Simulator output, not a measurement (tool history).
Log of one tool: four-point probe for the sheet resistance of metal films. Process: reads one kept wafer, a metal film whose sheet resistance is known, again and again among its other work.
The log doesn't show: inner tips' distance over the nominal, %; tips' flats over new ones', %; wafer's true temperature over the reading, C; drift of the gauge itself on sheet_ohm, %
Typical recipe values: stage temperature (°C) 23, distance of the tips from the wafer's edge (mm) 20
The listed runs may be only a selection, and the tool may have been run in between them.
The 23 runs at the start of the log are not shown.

| run | hour | stage temperature (°C) | distance of the tips from the wafer's edge (mm) | touches since the probe head was changed | hours of work since the stage's thermometer was calibrated | sheet resistance as the instrument gives it (ohm/square) |
|---|---|---|---|---|---|---|
| 24 | 660.6 | 27 | 51 | 45951 | 69 | 0.569881 |
| 25 | 698.2 | 23 | 50 | 47364 | 94 | 0.569422 |
| 26 | 716.1 | 28 | 6 | 48041 | 106 | 0.58283 |
|  | 734.3 | stage's thermometer calibrated, once more |
| 27 | 745.9 | 19 | 4 | 49143 | 8 | 0.597125 |
| 28 | 782 | 33 | 6 | 50501 | 32 | 0.582299 |
| 29 | 814.2 | 24 | 12 | 51715 | 53 | 0.571666 |
| 30 | 840.3 | 18 | 47 | 52699 | 71 | 0.567883 |
| 31 | 856.3 | 21 | 23 | 53301 | 81 | 0.568887 |
| 32 | 875.7 | 21 | 23 | 54034 | 94 | 0.568991 |
| 33 | 908.9 | 34 | 8 | 55285 | 117 | 0.576498 |
| 34 | 946 | 22 | 35 | 56679 | 141 | 0.567966 |

3 options for the next run, each taken on its own from the tool as it stands now. Forecast them:
| A | 962.1 | 31 | 25 | 57286 | 152 | ? |
| B | 962.1 | 23 | 3 | 57286 | 152 | ? |
| C | 962.1 | 23 | 39 | 57286 | 152 | ? |

| run | sheet resistance as the instrument gives it (ohm/square) |
|---|---|
| A | 0.569354 |
| B | 0.6174 |
| C | 0.568249 |
Had the tool no hidden state, the same runs would have come out as:
| run | sheet resistance as the instrument gives it (ohm/square) |
|---|---|
| A | 0.570753 |
| B | 0.6189 |
| C | 0.569641 |
